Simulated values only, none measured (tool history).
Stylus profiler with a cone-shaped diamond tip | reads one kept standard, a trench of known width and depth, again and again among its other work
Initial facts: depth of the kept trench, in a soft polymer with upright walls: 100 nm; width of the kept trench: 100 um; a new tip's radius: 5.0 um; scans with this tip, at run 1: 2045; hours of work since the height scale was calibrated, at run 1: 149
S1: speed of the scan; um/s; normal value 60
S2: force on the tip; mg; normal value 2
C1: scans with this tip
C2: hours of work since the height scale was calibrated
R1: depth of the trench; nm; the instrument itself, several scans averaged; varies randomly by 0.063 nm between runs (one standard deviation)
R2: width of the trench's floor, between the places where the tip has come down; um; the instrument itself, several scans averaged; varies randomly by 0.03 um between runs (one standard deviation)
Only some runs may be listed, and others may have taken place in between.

run    hour   S1    S2     C1   C2      R1     R2
  1       0   60     2   2045  149  101.17  97.58
  2    53.6   60     2   2559  187  101.03  97.61
  3   116.7   60   1.5   3165  231  100.97  97.59
  4   164.7   60   1.5   3625  265  101.07  97.64
  5   222.6   60  3.76   4181  305  101.78  97.72
  6   267.3   60     2   4610  336  101.22   97.6
  7   308.4   60     2   5004  365  101.05  97.63
  8   343.2   60     2   5338  390  101.28  97.61
  9   396.8   60     2   5853  427  101.29  97.56
 10   446.7   60  5.73   6332  462  102.34  97.76
 11   504.4   60  5.73   6886  502  102.45  97.68
 12   541.6   60  5.73   7242  528  102.41  97.66
 13   585.8   60  5.73   7667  559  102.34  97.68
 14   619.9   60     2   7994  583  101.21  97.58
 15   663.9   60     2   8417  614  101.22  97.52
 16   689.9   60     2   8666  632  101.31  97.51
 17   749.2   60  0.74   9235  674  100.72  97.38
 18   775.9   60  0.74   9492  693  100.85  97.35
 19   839.6   60  0.74  10102  737  100.83  97.27
 20   890.3   60  0.74  10589  773  100.74  97.32
 21   927.4   60  0.74  10945  799  100.88  97.32
 22   962.4   60  0.74  11281  823  100.82  97.31
 23   999.1   22     2  11633  849  101.42   97.7
 24  1045.2   18  2.61  12076  881  101.52   97.7
 25    1102   60   1.7  12621  921  101.19  97.43
     1106.4  -- height scale calibrated on a step standard
 26  1166.1   43   4.7  13231   42  102.43  97.66
 27  1216.8   43   4.7  13718   77  102.47  97.61
 28  1280.8   43   4.7  14332  122  102.39  97.61
 29  1345.3   24   0.7  14951  167  100.98  97.54
 30  1381.5   24   0.7  15299  193  101.01  97.57
     1439.3  -- height scale calibrated on a step standard, once more
 31  1443.8   21     2  15891    3  101.06  97.65
 32  1482.6  137  2.23  16264   30  101.19  97.03
 33  1545.1   60  0.95  16864   74  100.68  97.28
 34  1580.9   22  2.59  17207   99  101.34  97.62
 35  1639.6  124   3.1  17771  140  101.54  97.19
 36  1673.6   34  2.69  18097  164  101.34  97.59
 37  1737.5   52  5.68  18711  209  102.13  97.49
 38  1797.3   52  5.68  19284  251  102.27  97.51
 39  1856.6   52  5.68  19853  292  102.25   97.5
 40  1896.1   26  1.01  20232  320   100.8  97.44
 41  1959.2   26  1.01  20838  364  100.74  97.46
 42  2019.5   24  0.97  21417  406  100.71  97.48
 43  2049.5   37  0.75  21705  427  100.72  97.32
 44  2103.2   37  0.75  22220  465  100.83  97.33
 45  2165.8   18     2  22820  509  101.24  97.54

Alternative continuations, all from the tool just after run 45; predict every row:
  A  2219.5   22  1.75  23336  546   ?   ?
  B  2219.5  128  1.67  23336  546   ?   ?
  C  2219.5   71  4.67  23336  546   ?   ?
  D  2219.5   18  4.89  23336  546   ?   ?
  E  2219.5  142  1.06  23336  546   ?   ?

run      R1     R2
  A  101.13  97.48
  B   101.1  96.93
  C  102.04   97.4
  D  102.09  97.55
  E  100.92  96.65
Had the tool no hidden state, the same runs would have come out as:
run      R1     R2
  A  100.95  97.87
  B  100.92  97.32
  C  101.86  97.79
  D  101.91  97.94
  E  100.74  97.04

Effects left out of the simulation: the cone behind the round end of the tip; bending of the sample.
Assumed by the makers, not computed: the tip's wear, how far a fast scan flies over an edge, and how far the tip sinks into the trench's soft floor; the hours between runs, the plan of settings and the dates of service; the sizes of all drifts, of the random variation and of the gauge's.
